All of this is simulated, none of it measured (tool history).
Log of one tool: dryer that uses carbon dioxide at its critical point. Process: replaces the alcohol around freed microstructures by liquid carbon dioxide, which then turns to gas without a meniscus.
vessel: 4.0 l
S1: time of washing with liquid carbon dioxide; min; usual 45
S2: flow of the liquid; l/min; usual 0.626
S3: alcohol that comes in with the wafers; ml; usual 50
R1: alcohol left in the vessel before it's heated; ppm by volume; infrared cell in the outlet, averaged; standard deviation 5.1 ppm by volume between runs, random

Run 1, hour 0.0: usual settings. Result: R1 189 ppm by volume.
Run 2, hour 7.9: usual settings. Result: R1 181 ppm by volume.
Run 3, hour 17.0: usual settings but S2 0.644 l/min. Result: R1 182 ppm by volume.
Run 4, hour 28.7: usual settings but S2 0.644 l/min. Result: R1 177 ppm by volume.
Run 5, hour 37.8: usual settings but S2 0.644 l/min. Result: R1 183 ppm by volume.
Run 6, hour 48.9: usual settings but S2 0.443 l/min. Result: R1 437 ppm by volume.
Run 7, hour 55.0: usual settings but S2 0.443 l/min. Result: R1 447 ppm by volume.
Run 8, hour 65.0: usual settings. Result: R1 216 ppm by volume.
Run 9, hour 74.9: usual settings but S2 0.484 l/min. Result: R1 375 ppm by volume.
Run 10, hour 85.7: usual settings but S2 0.484 l/min. Result: R1 382 ppm by volume.
Run 11, hour 97.1: usual settings but S2 0.484 l/min. Result: R1 379 ppm by volume.
Run 12, hour 108.3: usual settings but S2 0.484 l/min. Result: R1 394 ppm by volume.
Run 13, hour 114.6: usual settings but S3 29 ml. Result: R1 184 ppm by volume.
Run 14, hour 119.9: usual settings but S1 41 min, S2 0.644 l/min, S3 29 ml. Result: R1 201 ppm by volume.
Run 15, hour 129.4: usual settings but S1 56 min, S2 0.572 l/min, S3 31 ml. Result: R1 155 ppm by volume.
Run 16, hour 139.9: usual settings but S1 67 min, S2 0.619 l/min, S3 63 ml. Result: R1 161 ppm by volume.
Run 17, hour 150.6: usual settings but S1 67 min, S2 0.619 l/min, S3 63 ml. Result: R1 157 ppm by volume.
Run 18, hour 159.7: usual settings but S1 46 min, S2 0.421 l/min, S3 57 ml. Result: R1 617 ppm by volume.
Run 19, hour 166.4: usual settings but S1 55 min, S2 0.421 l/min, S3 57 ml. Result: R1 385 ppm by volume.
Run 20, hour 173.7: usual settings but S1 55 min, S2 0.421 l/min, S3 57 ml. Result: R1 380 ppm by volume.
Run 21, hour 181.9: usual settings but S1 40 min. Result: R1 317 ppm by volume.
Run 22, hour 192.9: usual settings but S1 50 min, S2 0.662 l/min, S3 111 ml. Result: R1 241 ppm by volume.
Run 23, hour 199.2: usual settings but S1 51 min, S2 0.613 l/min, S3 81 ml. Result: R1 245 ppm by volume.
Run 24, hour 212.3: usual settings but S1 51 min, S2 0.613 l/min, S3 81 ml. Result: R1 254 ppm by volume.
Run 25, hour 217.7: usual settings but S1 44 min, S2 0.613 l/min, S3 81 ml. Result: R1 356 ppm by volume.

Each row is a separate what-if for the run after 25, all from the same tool condition, not one after another. Results?
Run A, hour 231.0: usual settings but S1 30 min, S2 0.889 l/min, S3 65 ml. Result: R1 ?.
Run B, hour 231.0: usual settings but S1 33 min, S3 61 ml. Result: R1 ?.
Run C, hour 231.0: usual settings but S1 67 min, S2 0.613 l/min, S3 70 ml. Result: R1 ?.
Run D, hour 231.0: usual settings but S3 51 ml. Result: R1 ?.
Run E, hour 231.0: usual settings but S1 44 min, S2 0.922 l/min, S3 114 ml. Result: R1 ?.

run   R1
  A  351
  B  606
  C  190
  D  258
  E  190
With no hidden state in the tool, these same runs would have given:
run   R1
  A  108
  B  284
  C   22
  D   51
  E   13
